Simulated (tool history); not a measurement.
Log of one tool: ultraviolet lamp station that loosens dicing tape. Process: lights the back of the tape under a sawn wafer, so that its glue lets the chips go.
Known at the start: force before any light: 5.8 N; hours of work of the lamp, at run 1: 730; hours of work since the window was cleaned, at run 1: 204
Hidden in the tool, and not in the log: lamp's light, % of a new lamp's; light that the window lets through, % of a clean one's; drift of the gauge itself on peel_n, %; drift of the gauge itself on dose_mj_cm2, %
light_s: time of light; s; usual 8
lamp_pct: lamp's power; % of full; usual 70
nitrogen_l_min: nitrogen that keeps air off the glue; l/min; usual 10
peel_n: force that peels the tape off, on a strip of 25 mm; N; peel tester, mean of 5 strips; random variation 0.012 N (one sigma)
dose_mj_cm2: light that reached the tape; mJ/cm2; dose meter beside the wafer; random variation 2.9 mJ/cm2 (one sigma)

| run | hour | light_s | lamp_pct | nitrogen_l_min | hours of work of the lamp | hours of work since the window was cleaned | peel_n | dose_mj_cm2 |
|---|---|---|---|---|---|---|---|---|
| 1 | 0 | 8 | 70 | 10 | 730 | 204 | 0.932 | 298 |
| 2 | 27.3 | 8 | 70 | 10 | 747 | 221 | 0.974 | 297 |
|  | 32.6 | window cleaned of glue's vapour |
| 3 | 41.3 | 8 | 70 | 10 | 755 | 5 | 0.79 | 335 |
| 4 | 59.6 | 8 | 70 | 10 | 767 | 17 | 0.812 | 335 |
| 5 | 88.4 | 8 | 99 | 10 | 784 | 34 | 0.47 | 458 |
| 6 | 104.4 | 8 | 70 | 19 | 794 | 44 | 0.637 | 326 |
| 7 | 130.7 | 8 | 70 | 19 | 810 | 60 | 0.647 | 313 |
| 8 | 160.2 | 8 | 70 | 19 | 828 | 78 | 0.674 | 317 |
| 9 | 175.3 | 8 | 70 | 19 | 838 | 88 | 0.685 | 311 |
| 10 | 189.7 | 16 | 70 | 10 | 847 | 97 | 0.323 | 618 |
| 11 | 218.9 | 16 | 70 | 10 | 864 | 115 | 0.341 | 606 |
| 12 | 245.8 | 13 | 70 | 10 | 881 | 131 | 0.449 | 482 |
| 13 | 273.4 | 13 | 70 | 10 | 898 | 148 | 0.462 | 475 |
| 14 | 288 | 13 | 70 | 10 | 907 | 157 | 0.444 | 463 |
| 15 | 301.5 | 13 | 70 | 10 | 915 | 165 | 0.455 | 462 |
| 16 | 314.6 | 13 | 70 | 10 | 923 | 173 | 0.474 | 460 |
| 17 | 343 | 8 | 70 | 10 | 941 | 191 | 1.041 | 279 |
| 18 | 359.7 | 8 | 70 | 10 | 951 | 201 | 1.068 | 272 |
| 19 | 378.8 | 8 | 70 | 10 | 963 | 213 | 1.086 | 275 |
| 20 | 394 | 8 | 70 | 10 | 972 | 222 | 1.045 | 272 |
|  | 396.1 | window cleaned of glue's vapour |
| 21 | 419.7 | 8 | 70 | 18 | 988 | 14 | 0.732 | 308 |
| 22 | 434.3 | 16 | 90 | 10 | 997 | 23 | 0.275 | 775 |
| 23 | 460.6 | 14 | 70 | 16 | 1013 | 40 | 0.333 | 527 |
| 24 | 473 | 10 | 63 | 10 | 1020 | 47 | 0.816 | 331 |
| 25 | 502.4 | 8 | 94 | 9 | 1038 | 65 | 0.66 | 392 |
| 26 | 519.8 | 8 | 70 | 12 | 1049 | 76 | 0.947 | 286 |
| 27 | 533.4 | 8 | 70 | 12 | 1058 | 84 | 0.922 | 287 |
|  | 545.4 | lamp changed |
| 28 | 549.9 | 8 | 82 | 10 | 3 | 94 | 0.468 | 463 |
| 29 | 573.4 | 11 | 64 | 6 | 17 | 108 | 0.555 | 496 |
| 30 | 590.2 | 11 | 64 | 6 | 28 | 119 | 0.562 | 492 |
| 31 | 618.2 | 11 | 64 | 6 | 45 | 136 | 0.586 | 490 |
| 32 | 648.3 | 6 | 74 | 10 | 63 | 154 | 0.923 | 295 |
| 33 | 666.6 | 4 | 70 | 18 | 74 | 166 | 1.497 | 183 |
| 34 | 678.9 | 4 | 70 | 12 | 82 | 173 | 1.696 | 183 |
| 35 | 691.9 | 4 | 69 | 8 | 90 | 181 | 2.011 | 185 |
| 36 | 707 | 5 | 86 | 5 | 99 | 191 | 1.463 | 283 |
| 37 | 730.9 | 5 | 86 | 5 | 114 | 205 | 1.494 | 276 |
| 38 | 744.7 | 8 | 95 | 10 | 123 | 214 | 0.445 | 485 |
|  | 760.1 | window cleaned of glue's vapour |
| 39 | 760.6 | 5 | 68 | 3 | 132 | 0 | 2.01 | 250 |
| 40 | 778.6 | 10 | 64 | 6 | 143 | 11 | 0.615 | 463 |
| 41 | 797.3 | 8 | 70 | 14 | 155 | 23 | 0.515 | 402 |
| 42 | 823.3 | 5 | 86 | 4 | 171 | 39 | 1.429 | 303 |

The same runs without the tool's hidden state, with the same run-to-run variation:
| run | peel_n | dose_mj_cm2 |
|---|---|---|
| 1 | 0.515 | 431 |
| 2 | 0.529 | 434 |
| 3 | 0.526 | 432 |
| 4 | 0.532 | 435 |
| 5 | 0.326 | 605 |
| 6 | 0.407 | 435 |
| 7 | 0.405 | 426 |
| 8 | 0.406 | 436 |
| 9 | 0.412 | 432 |
| 10 | 0.259 | 868 |
| 11 | 0.269 | 868 |
| 12 | 0.296 | 700 |
| 13 | 0.296 | 705 |
| 14 | 0.279 | 695 |
| 15 | 0.283 | 697 |
| 16 | 0.288 | 699 |
| 17 | 0.517 | 433 |
| 18 | 0.528 | 429 |
| 19 | 0.525 | 437 |
| 20 | 0.495 | 436 |
| 21 | 0.425 | 436 |
| 22 | 0.252 | 1108 |
| 23 | 0.256 | 765 |
| 24 | 0.446 | 485 |
| 25 | 0.36 | 586 |
| 26 | 0.488 | 432 |
| 27 | 0.472 | 436 |
| 28 | 0.414 | 503 |
| 29 | 0.478 | 545 |
| 30 | 0.476 | 546 |
| 31 | 0.483 | 553 |
| 32 | 0.743 | 340 |
| 33 | 1.226 | 213 |
| 34 | 1.399 | 215 |
| 35 | 1.68 | 218 |
| 36 | 1.157 | 336 |
| 37 | 1.161 | 333 |
| 38 | 0.344 | 591 |
| 39 | 1.895 | 264 |
| 40 | 0.552 | 495 |
| 41 | 0.457 | 434 |
| 42 | 1.265 | 332 |
